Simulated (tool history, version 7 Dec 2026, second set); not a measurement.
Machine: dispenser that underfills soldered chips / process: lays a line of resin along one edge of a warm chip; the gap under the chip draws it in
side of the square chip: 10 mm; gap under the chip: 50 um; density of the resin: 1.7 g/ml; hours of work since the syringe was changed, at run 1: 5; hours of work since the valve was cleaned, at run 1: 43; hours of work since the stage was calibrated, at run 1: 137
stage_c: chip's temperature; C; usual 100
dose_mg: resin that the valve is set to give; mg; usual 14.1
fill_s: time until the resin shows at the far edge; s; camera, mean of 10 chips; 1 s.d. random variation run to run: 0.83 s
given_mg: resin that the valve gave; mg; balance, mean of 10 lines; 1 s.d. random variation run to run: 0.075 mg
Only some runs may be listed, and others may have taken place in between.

run	hour	stage_c	dose_mg	hours of work since the syringe was changed	hours of work since the valve was cleaned	hours of work since the stage was calibrated	fill_s	given_mg
1	0	100	14.1	5	43	137	92	13.84
# hour 1.8: new syringe of resin
2	5.3	100	14.4	3	47	140	83.6	14.08
3	7.9	100	14.4	5	49	142	87.9	14.03
# hour 10.3: new syringe of resin
4	11.7	100	14.4	1	51	145	78.1	13.98
5	15	100	14.4	4	54	148	83.9	14.08
6	17.6	100	14.4	6	56	149	90.9	13.95
# hour 19.3: new syringe of resin
7	21.5	100	14.4	2	59	152	80.7	13.88
8	24.8	85	14.1	4	61	155	163.8	13.6
# hour 27.9: new syringe of resin
9	30.9	85	14.1	2	65	159	152.9	13.49
10	35.9	85	14.1	6	69	163	172.5	13.67
# hour 36.5: new syringe of resin
11	39.4	85	14.1	2	72	165	156.9	13.44
12	42.3	100	12.6	4	74	168	90.8	12.03
# hour 45.2: new syringe of resin
13	47.3	100	12.6	2	77	171	80.9	12.05
14	52.7	100	14.1	6	82	175	91.2	13.43
# hour 53.8: new syringe of resin
15	56.3	100	13.4	2	84	178	83.2	12.72
16	62	101	14.1	6	88	182	89.4	13.33
# hour 62.7: new syringe of resin
17	67.6	101	14.1	4	92	186	80.2	13.36
# hour 71.4: new syringe of resin
18	73.2	101	14.1	1	96	190	75.7	13.2
19	76.5	104	17.1	4	99	193	72.9	16.1
# hour 80.2: new syringe of resin
20	81.6	115	18.3	1	103	196	42.9	17.11
# hour 83.6: dispensing valve cleaned and set on the balance
21	87.1	115	14.3	4	3	200	48.1	14.3
# hour 89.9: new syringe of resin
22	92	100	16.3	2	6	203	81.3	16.22
23	95	100	16.3	4	8	205	85	16.08
# hour 98.8: new syringe of resin
24	99	100	16.3	0	11	208	74.7	16.18
25	104.6	97	13.4	4	15	213	97.7	13.21
# hour 107.4: new syringe of resin
26	108.4	100	12.4	1	18	215	79.9	12.13
27	113.8	101	17.3	5	22	219	85.5	17.04
# hour 115.9: new syringe of resin
28	119.9	108	14.9	3	27	224	60	14.72
29	123.5	108	14.9	6	29	226	66.2	14.5
# hour 124.9: new syringe of resin
30	128.5	108	14.9	3	33	230	60.3	14.58
# hour 133.7: new syringe of resin
31	134.7	113	16.8	1	37	234	46.6	16.36

Branching from run 31: 4 alternative next runs. What would each branch give?
A	138.4	103	15	4	40	237	?	?
B	138.4	96	12.3	4	40	237	?	?
C	138.4	98	14.1	4	40	237	?	?
D	138.4	100	17	4	40	237	?	?

run	fill_s	given_mg
A	74.9	14.7
B	101.7	11.92
C	92.1	13.85
D	84.3	16.48
Had the tool no hidden state, the same runs would have come out as:
run	fill_s	given_mg
A	68.1	15.08
B	92.3	12.23
C	83.8	14.21
D	76.9	16.9
